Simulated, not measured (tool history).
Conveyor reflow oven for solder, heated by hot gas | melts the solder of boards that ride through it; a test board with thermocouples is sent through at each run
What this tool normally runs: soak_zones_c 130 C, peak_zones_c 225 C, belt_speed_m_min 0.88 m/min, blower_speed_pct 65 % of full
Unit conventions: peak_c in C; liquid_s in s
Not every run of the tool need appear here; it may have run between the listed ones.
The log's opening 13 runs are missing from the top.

run   hour  soak_zones_c  peak_zones_c  belt_speed_m_min  blower_speed_pct  hours of work since the flux was cleaned out  hours of work since the belt drive was overhauled  hours of work since the thermocouples were changed  peak_c  liquid_s
 14  215.3           130           225              0.88                65                                            57                                                640                                                 745   202.3      27.8
 15  228.5           130           225             1.029                65                                            67                                                650                                                 755   196.2      17.7
 16  245.8           130           225             1.029                65                                            80                                                663                                                 768   195.7      16.9
 17  260.9           131           225             0.959                77                                            91                                                674                                                 779   203.7      26.5
 18  273.7           131           225             0.959                77                                           100                                                683                                                 789   204.3      26.3
     280.2  -- thermocouples of zones 6 and 7 changed
 19  290.1           131           225             0.959                77                                           111                                                694                                                   7   202.9      27.2
 20  303.1           134           224             0.959                66                                           121                                                704                                                  17   199.8      23.2
 21  313.8           134           224             0.959                66                                           129                                                712                                                  25   199.7      22.4
 22  335.2           121           228             0.987                69                                           145                                                727                                                  41   199.3      20.3
 23    356           121           228             0.987                69                                           160                                                743                                                  56   198.5      18.8
 24  373.3           121           228             0.999                82                                           173                                                756                                                  69   202.7      23.5
 25  384.1           120           239              0.88                65                                           181                                                764                                                  77   210.3      31.3
 26  403.2           121           230              0.88                70                                           195                                                778                                                  91   204.8      28.2
 27  423.7           121           230              0.88                70                                           210                                                793                                                 107     205      27.6
 28  443.6           130           229              0.88                68                                           225                                                808                                                 121   205.5      28.8
 29  453.7           130           227               0.9                68                                           233                                                815                                                 129   202.5      26.8
 30  471.2           130           218              0.88                80                                           246                                                828                                                 142   200.1      25.9

Alternative continuations, all from the tool just after run 30; predict every row:
  A  489.9           132           215              0.88                65                                           259                                                842                                                 156       ?         ?
  B  489.9           128           239             0.906                80                                           259                                                842                                                 156       ?         ?
  C  489.9           141           218             0.964                67                                           259                                                842                                                 156       ?         ?
  D  489.9           130           229             0.856                80                                           259                                                842                                                 156       ?         ?
  E  489.9           145           218              0.88                80                                           259                                                842                                                 156       ?         ?

run  peak_c  liquid_s
  A   193.2        17
  B   215.4      35.1
  C   194.9      19.9
  D   209.3      35.6
  E   202.6      32.5
Had the tool no hidden state, the same runs would have come out as:
run  peak_c  liquid_s
  A   195.8      20.6
  B     219      37.1
  C   197.6      23.2
  D   212.4        38
  E     205        35
